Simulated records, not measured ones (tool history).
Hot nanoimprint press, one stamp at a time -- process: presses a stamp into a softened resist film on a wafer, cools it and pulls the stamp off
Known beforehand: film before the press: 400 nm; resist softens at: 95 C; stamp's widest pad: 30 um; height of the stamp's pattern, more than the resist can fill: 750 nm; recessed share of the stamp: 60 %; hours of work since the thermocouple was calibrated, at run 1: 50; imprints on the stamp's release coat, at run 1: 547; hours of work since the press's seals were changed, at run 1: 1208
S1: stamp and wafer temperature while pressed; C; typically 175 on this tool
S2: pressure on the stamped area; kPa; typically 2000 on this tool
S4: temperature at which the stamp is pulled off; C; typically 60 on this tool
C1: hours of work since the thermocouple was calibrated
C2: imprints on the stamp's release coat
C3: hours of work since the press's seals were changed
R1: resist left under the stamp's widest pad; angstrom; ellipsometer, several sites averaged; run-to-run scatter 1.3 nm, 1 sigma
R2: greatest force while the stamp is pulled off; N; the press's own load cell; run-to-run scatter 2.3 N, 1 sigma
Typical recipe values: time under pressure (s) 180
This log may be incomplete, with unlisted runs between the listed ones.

Run 1, hour 0.0: usual settings; C1 50; C2 547; C3 1208. Result: R1 2041 angstrom, R2 112 N.
At hour 60.2: press's hydraulic seals changed and the load cell set to zero.
Run 2, hour 72.4: usual settings; C1 96; C2 824; C3 9. Result: R1 1971 angstrom, R2 114 N.
Run 3, hour 115.1: usual settings but S2 1380 kPa; C1 126; C2 1007; C3 39. Result: R1 2267 angstrom, R2 119 N.
At hour 152.9: stamp cleaned and given a new release coat.
Run 4, hour 158.2: usual settings but S2 1380 kPa; C1 153; C2 23; C3 65. Result: R1 2285 angstrom, R2 104 N.
Run 5, hour 204.9: usual settings but S2 1380 kPa; C1 186; C2 223; C3 99. Result: R1 2291 angstrom, R2 105 N.
Run 6, hour 249.8: usual settings but S4 66 C; C1 218; C2 416; C3 130. Result: R1 2007 angstrom, R2 105 N.
Run 7, hour 300.8: usual settings but time under pressure (s) 130; C1 254; C2 635; C3 167. Result: R1 2291 angstrom, R2 115 N.
Run 8, hour 364.9: usual settings; C1 299; C2 911; C3 212. Result: R1 2040 angstrom, R2 123 N.
Run 9, hour 394.4: usual settings; C1 320; C2 1037; C3 233. Result: R1 2057 angstrom, R2 125 N.
At hour 427.7: stamp cleaned and given a new release coat.
Run 10, hour 445.4: usual settings but S4 64 C; C1 352; C2 76; C3 265. Result: R1 2079 angstrom, R2 106 N.
At hour 476.5: plate thermocouple calibrated.
Run 11, hour 483.5: usual settings but S4 64 C; C1 5; C2 227; C3 290. Result: R1 1981 angstrom, R2 104 N.
Run 12, hour 517.2: usual settings but S4 64 C; C1 29; C2 372; C3 314. Result: R1 1984 angstrom, R2 102 N.
Run 13, hour 577.2: usual settings but S4 64 C; C1 72; C2 629; C3 357. Result: R1 2005 angstrom, R2 111 N.
Run 14, hour 613.3: usual settings but S4 64 C; C1 97; C2 784; C3 382. Result: R1 2016 angstrom, R2 109 N.
Run 15, hour 666.6: usual settings but S4 64 C; C1 135; C2 1013; C3 420. Result: R1 2022 angstrom, R2 116 N.
At hour 705.7: stamp cleaned and given a new release coat.
Run 16, hour 732.8: usual settings but S4 64 C; C1 178; C2 116; C3 463. Result: R1 2019 angstrom, R2 101 N.
Run 17, hour 781.2: usual settings but S1 179 C, S2 2550 kPa, S4 64 C; C1 212; C2 324; C3 497. Result: R1 1697 angstrom, R2 100 N.
Run 18, hour 846.0: usual settings but S1 170 C, S2 2930 kPa, time under pressure (s) 249; C1 258; C2 603; C3 543. Result: R1 1788 angstrom, R2 116 N.
Run 19, hour 896.5: usual settings but S1 183 C, S2 2470 kPa, time under pressure (s) 98, S4 45 C; C1 294; C2 820; C3 579. Result: R1 1997 angstrom, R2 140 N.
Run 20, hour 956.9: usual settings but S1 183 C, S2 2470 kPa, time under pressure (s) 98, S4 45 C; C1 337; C2 1079; C3 622. Result: R1 2005 angstrom, R2 146 N.
At hour 980.8: stamp cleaned and given a new release coat.
At hour 1014.9: plate thermocouple calibrated.
Run 21, hour 1017.2: usual settings but S2 1460 kPa; C1 2; C2 144; C3 659. Result: R1 2242 angstrom, R2 109 N.
Run 22, hour 1074.3: usual settings but S4 47 C; C1 42; C2 389; C3 699. Result: R1 2000 angstrom, R2 129 N.
Run 23, hour 1121.9: usual settings but S4 47 C; C1 76; C2 593; C3 733. Result: R1 2041 angstrom, R2 129 N.
Run 24, hour 1185.9: usual settings but S1 186 C, S2 2390 kPa, time under pressure (s) 329, S4 51 C; C1 121; C2 868; C3 779. Result: R1 1099 angstrom, R2 137 N.
Run 25, hour 1233.6: usual settings but time under pressure (s) 132; C1 155; C2 1073; C3 812. Result: R1 2293 angstrom, R2 127 N.
At hour 1256.7: stamp cleaned and given a new release coat.
Run 26, hour 1296.4: usual settings but S2 1870 kPa, time under pressure (s) 262, S4 58 C; C1 196; C2 170; C3 853. Result: R1 1834 angstrom, R2 107 N.
Run 27, hour 1336.2: usual settings but S1 172 C, S2 3110 kPa; C1 224; C2 342; C3 881. Result: R1 1912 angstrom, R2 113 N.
Run 28, hour 1380.6: usual settings but S1 186 C, S4 58 C; C1 256; C2 532; C3 913. Result: R1 1572 angstrom, R2 116 N.
Run 29, hour 1416.9: usual settings but S1 186 C, S4 58 C; C1 281; C2 688; C3 938. Result: R1 1611 angstrom, R2 118 N.

3 ways to go on from here, each from the tool as it stands after run 29. What would each give?
Run A, hour 1463.6: usual settings but S1 165 C, time under pressure (s) 129, S4 47 C; C1 315; C2 889; C3 972. Result: R1 ?, R2 ?.
Run B, hour 1463.6: usual settings but S1 176 C, S4 58 C; C1 315; C2 889; C3 972. Result: R1 ?, R2 ?.
Run C, hour 1463.6: usual settings but S4 53 C; C1 315; C2 889; C3 972. Result: R1 ?, R2 ?.

run    R1   R2
  A  2897  141
  B  2048  127
  C  2076  129
With the hidden condition removed and each run's random variation left untouched, the same runs would have given:
run    R1   R2
  A  2753  122
  B  1910  110
  C  1936  111
